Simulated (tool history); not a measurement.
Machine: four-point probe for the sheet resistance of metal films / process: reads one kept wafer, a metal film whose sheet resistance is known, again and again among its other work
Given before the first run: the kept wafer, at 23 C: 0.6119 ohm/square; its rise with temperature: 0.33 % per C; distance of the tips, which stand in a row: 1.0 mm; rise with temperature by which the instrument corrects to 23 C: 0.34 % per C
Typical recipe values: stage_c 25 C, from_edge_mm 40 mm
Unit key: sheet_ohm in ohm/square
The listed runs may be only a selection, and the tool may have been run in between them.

run   hour  stage_c  from_edge_mm  sheet_ohm
  1      0       25            40   0.612927
  2   50.4       25            40   0.613088
  3  121.3       25            40   0.612921
  4  160.3       25            40   0.613058
  5    205       25            45   0.613073
  6  247.5       25            45   0.613157
     254.3  -- stage's thermometer calibrated
  7  288.8       25            45   0.612989
  8  332.8       25            28   0.613388
  9  394.2       20            10   0.616463
     431.5  -- stage's thermometer calibrated, once more
 10  467.4       27             3   0.648017
 11  517.2       24            15    0.61509
 12  581.1       31            42   0.613365
 13  622.2       31            31   0.613399
 14  675.2       18            69   0.614741

Run 15 comes next. What will it give?
 15  732.8       25            11          ?

{"run 15": {"sheet_ohm": 0.616575}}
Without the tool's hidden state the same run would have given sheet_ohm 0.614431 ohm/square.
